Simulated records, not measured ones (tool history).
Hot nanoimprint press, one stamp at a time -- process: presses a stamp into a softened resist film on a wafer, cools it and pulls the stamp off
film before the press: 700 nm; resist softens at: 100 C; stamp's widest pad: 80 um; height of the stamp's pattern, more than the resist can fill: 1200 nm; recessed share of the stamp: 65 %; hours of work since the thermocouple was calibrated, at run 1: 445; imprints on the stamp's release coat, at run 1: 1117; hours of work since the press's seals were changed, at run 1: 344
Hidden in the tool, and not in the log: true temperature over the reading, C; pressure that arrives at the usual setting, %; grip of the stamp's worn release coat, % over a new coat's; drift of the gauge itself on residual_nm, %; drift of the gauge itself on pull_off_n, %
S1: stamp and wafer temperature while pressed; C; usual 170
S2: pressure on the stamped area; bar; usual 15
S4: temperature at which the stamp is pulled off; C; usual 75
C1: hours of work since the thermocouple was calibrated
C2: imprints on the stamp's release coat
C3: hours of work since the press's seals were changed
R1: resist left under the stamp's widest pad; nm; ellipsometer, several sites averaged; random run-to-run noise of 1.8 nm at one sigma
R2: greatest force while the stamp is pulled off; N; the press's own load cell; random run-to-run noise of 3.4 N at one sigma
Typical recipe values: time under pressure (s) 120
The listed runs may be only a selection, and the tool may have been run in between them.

{"run": 1, "day": 0.0, "S1": 170, "S2": 15, "time under pressure (s)": 120, "S4": 75, "C1": 445, "C2": 1117, "C3": 344, "R1": 311.2, "R2": 208}
{"run": 2, "day": 1.712, "S1": 170, "S2": 15, "time under pressure (s)": 120, "S4": 75, "C1": 463, "C2": 1261, "C3": 363, "R1": 310.6, "R2": 216}
{"run": 3, "day": 3.212, "S1": 170, "S2": 12.9, "time under pressure (s)": 120, "S4": 75, "C1": 479, "C2": 1388, "C3": 379, "R1": 337.5, "R2": 229}
{"run": 4, "day": 6.471, "S1": 170, "S2": 12.9, "time under pressure (s)": 120, "S4": 75, "C1": 515, "C2": 1662, "C3": 414, "R1": 337.7, "R2": 243}
{"run": 5, "day": 9.425, "S1": 170, "S2": 12.9, "time under pressure (s)": 120, "S4": 75, "C1": 546, "C2": 1912, "C3": 446, "R1": 341.6, "R2": 266}
{"run": 6, "day": 11.4, "S1": 170, "S2": 18.6, "time under pressure (s)": 120, "S4": 75, "C1": 568, "C2": 2078, "C3": 467, "R1": 288.4, "R2": 267}
{"day": 13.325, "done": "stamp cleaned and given a new release coat"}
{"day": 14.008, "done": "plate thermocouple calibrated"}
{"run": 7, "day": 15.329, "S1": 170, "S2": 15, "time under pressure (s)": 120, "S4": 75, "C1": 14, "C2": 158, "C3": 506, "R1": 290, "R2": 166}
{"run": 8, "day": 18.567, "S1": 170, "S2": 15, "time under pressure (s)": 82, "S4": 75, "C1": 49, "C2": 431, "C3": 540, "R1": 340.5, "R2": 181}
{"run": 9, "day": 22.088, "S1": 170, "S2": 15, "time under pressure (s)": 120, "S4": 75, "C1": 87, "C2": 728, "C3": 578, "R1": 297.4, "R2": 194}
{"run": 10, "day": 24.788, "S1": 170, "S2": 15, "time under pressure (s)": 120, "S4": 75, "C1": 116, "C2": 956, "C3": 608, "R1": 300, "R2": 206}
{"run": 11, "day": 27.696, "S1": 170, "S2": 15, "time under pressure (s)": 120, "S4": 75, "C1": 148, "C2": 1201, "C3": 639, "R1": 300.4, "R2": 212}
{"day": 28.921, "done": "press's hydraulic seals changed and the load cell set to zero"}
{"run": 12, "day": 31.542, "S1": 170, "S2": 15, "time under pressure (s)": 120, "S4": 75, "C1": 186, "C2": 1498, "C3": 28, "R1": 299.7, "R2": 233}
{"run": 13, "day": 34.308, "S1": 170, "S2": 11.6, "time under pressure (s)": 120, "S4": 75, "C1": 215, "C2": 1731, "C3": 58, "R1": 346.3, "R2": 240}
{"run": 14, "day": 37.262, "S1": 170, "S2": 11.6, "time under pressure (s)": 120, "S4": 75, "C1": 247, "C2": 1980, "C3": 90, "R1": 343.8, "R2": 259}
{"day": 40.362, "done": "stamp cleaned and given a new release coat"}
{"run": 15, "day": 40.962, "S1": 170, "S2": 11.6, "time under pressure (s)": 175, "S4": 75, "C1": 285, "C2": 50, "C3": 127, "R1": 304.6, "R2": 176}
{"run": 16, "day": 43.117, "S1": 170, "S2": 11.6, "time under pressure (s)": 166, "S4": 61, "C1": 308, "C2": 232, "C3": 150, "R1": 308.5, "R2": 208}
{"run": 17, "day": 46.662, "S1": 168, "S2": 21.4, "time under pressure (s)": 167, "S4": 63, "C1": 346, "C2": 531, "C3": 189, "R1": 253.9, "R2": 211}
{"run": 18, "day": 49.867, "S1": 170, "S2": 15, "time under pressure (s)": 120, "S4": 77, "C1": 381, "C2": 801, "C3": 223, "R1": 314.3, "R2": 197}
{"run": 19, "day": 52.45, "S1": 182, "S2": 11.4, "time under pressure (s)": 120, "S4": 75, "C1": 409, "C2": 1019, "C3": 251, "R1": 195.3, "R2": 210}
{"run": 20, "day": 55.821, "S1": 182, "S2": 11.4, "time under pressure (s)": 120, "S4": 75, "C1": 445, "C2": 1304, "C3": 288, "R1": 196.8, "R2": 220}
{"run": 21, "day": 58.412, "S1": 179, "S2": 21.6, "time under pressure (s)": 120, "S4": 75, "C1": 473, "C2": 1522, "C3": 316, "R1": 163.3, "R2": 233}
{"run": 22, "day": 59.967, "S1": 179, "S2": 9.1, "time under pressure (s)": 92, "S4": 74, "C1": 490, "C2": 1654, "C3": 332, "R1": 288.3, "R2": 238}
{"run": 23, "day": 63.617, "S1": 176, "S2": 9.1, "time under pressure (s)": 120, "S4": 75, "C1": 529, "C2": 1961, "C3": 372, "R1": 303.9, "R2": 254}
{"day": 67.058, "done": "stamp cleaned and given a new release coat"}
{"run": 24, "day": 67.458, "S1": 175, "S2": 17.4, "time under pressure (s)": 97, "S4": 66, "C1": 568, "C2": 34, "C3": 410, "R1": 251.6, "R2": 187}
{"run": 25, "day": 69.321, "S1": 176, "S2": 12.7, "time under pressure (s)": 120, "S4": 75, "C1": 588, "C2": 191, "C3": 431, "R1": 257.8, "R2": 178}
{"day": 69.875, "done": "plate thermocouple calibrated"}
{"run": 26, "day": 71.2, "S1": 176, "S2": 12.7, "time under pressure (s)": 120, "S4": 75, "C1": 14, "C2": 339, "C3": 449, "R1": 225.8, "R2": 177}
{"run": 27, "day": 74.654, "S1": 170, "S2": 15, "time under pressure (s)": 120, "S4": 62, "C1": 52, "C2": 630, "C3": 487, "R1": 288.7, "R2": 216}
{"run": 28, "day": 76.25, "S1": 170, "S2": 15, "time under pressure (s)": 120, "S4": 62, "C1": 69, "C2": 765, "C3": 504, "R1": 292.8, "R2": 231}
{"run": 29, "day": 79.617, "S1": 170, "S2": 16, "time under pressure (s)": 139, "S4": 62, "C1": 105, "C2": 1049, "C3": 540, "R1": 271.5, "R2": 243}
{"run": 30, "day": 82.912, "S1": 170, "S2": 15, "time under pressure (s)": 115, "S4": 76, "C1": 141, "C2": 1327, "C3": 576, "R1": 298.2, "R2": 222}

Consider 3 possible next runs. They are alternatives, not a sequence: every one starts from the tool as it was left by run 30. What does each give?
{"run": "A", "day": 86.162, "S1": 170, "S2": 15, "time under pressure (s)": 85, "S4": 75, "C1": 176, "C2": 1601, "C3": 611, "R1": "?", "R2": "?"}
{"run": "B", "day": 86.162, "S1": 170, "S2": 11.2, "time under pressure (s)": 145, "S4": 82, "C1": 176, "C2": 1601, "C3": 611, "R1": "?", "R2": "?"}
{"run": "C", "day": 86.162, "S1": 170, "S2": 20, "time under pressure (s)": 120, "S4": 75, "C1": 176, "C2": 1601, "C3": 611, "R1": "?", "R2": "?"}

run=A R1=332 R2=240
run=B R1=320.2 R2=215
run=C R1=256.6 R2=230
With the hidden condition removed and each run's random variation left untouched, the same runs would have given:
run=A R1=317.9 R2=170
run=B R1=307.3 R2=152
run=C R1=243.4 R2=163
